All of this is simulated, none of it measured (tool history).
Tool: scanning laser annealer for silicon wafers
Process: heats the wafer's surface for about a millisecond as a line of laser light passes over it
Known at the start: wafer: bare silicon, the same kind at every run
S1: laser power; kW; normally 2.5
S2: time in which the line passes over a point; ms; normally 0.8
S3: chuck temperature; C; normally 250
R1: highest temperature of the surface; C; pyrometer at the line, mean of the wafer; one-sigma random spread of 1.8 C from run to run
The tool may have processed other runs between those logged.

run	hour	S1	S2	S3	R1
1	0	2.5	0.8	250	1068
2	42.5	2.5	0.8	250	1061
3	99.5	2.5	0.8	250	1059
4	171.3	2.5	0.8	231	1041
5	242.2	2.5	0.8	231	1032
6	304.2	2.5	0.8	265	1067
7	355.4	2.678	0.8	250	1106
8	414.4	2.5	0.8	250	1046
9	490.8	2.5	0.8	250	1043
10	542.3	2.5	0.8	250	1041
11	606.3	2.5	0.8	250	1036
12	649	2.5	0.999	250	1120
13	691.8	2.5	0.999	222	1093
14	744.8	2.5	0.999	222	1098
15	816.9	2.5	0.999	222	1092
16	888.1	2.5	0.999	222	1086
17	947.7	2.5	0.912	250	1119
18	995.3	2.5	0.912	250	1121
19	1033.3	2.5	0.912	250	1118
20	1108.5	2.5	0.8	250	1064
21	1172.7	2.5	0.8	250	1059
22	1224.6	2.585	0.57	289	1004
23	1298.1	2.523	0.993	250	1147
24	1357.7	2.5	0.644	250	974
25	1435.8	2.5	0.652	250	977
26	1505.2	2.5	0.649	229	952
27	1537.8	2.628	0.695	290	1077
28	1589.2	2.628	0.577	247	962
29	1661.3	2.5	0.578	285	965
30	1724.4	2.239	0.8	227	932
31	1779.9	2.239	0.8	227	931
32	1851.1	2.571	0.602	241	947
33	1896	2.571	0.602	241	945
34	1966.3	2.571	0.602	241	943
35	2033.5	2.571	0.602	241	978
36	2072.4	2.442	0.616	219	925
37	2151.3	2.176	0.723	247	919
38	2188	2.32	0.723	213	928
39	2252.3	2.32	0.723	213	925
40	2310	2.685	0.83	221	1098
41	2364.4	2.685	0.83	221	1098

Not shown: 3 entries that the log had between the listed runs. Between which runs, and how does the tool's hidden state differ before and after?
In the gap between runs 13 and 14: optics aligned, line set to its width (hour 729)
  light that passes the window, % of a clean one's: 96.06 -> 95.85; laser's true power over the reading, %: -0.13 -> -0.14; width of the line over the set one, %: 1.3 -> 0.18
  what was measured, less what the result would be without the hidden state, R1: -45 -> -41 C
In the gap between runs 16 and 17: window over the wafer cleaned (hour 916.1)
  light that passes the window, % of a clean one's: 95.24 -> 99.78; laser's true power over the reading, %: -0.18 -> -0.19; width of the line over the set one, %: 0.28 -> 0.32
  what was measured, less what the result would be without the hidden state, R1: -47 -> -5 C
In the gap between runs 34 and 35: window over the wafer cleaned (hour 2032.6)
  light that passes the window, % of a clean one's: 95.38 -> 100; laser's true power over the reading, %: -0.46 -> -0.48; width of the line over the set one, %: 1.05 -> 1.1
  what was measured, less what the result would be without the hidden state, R1: -43 -> -8 C
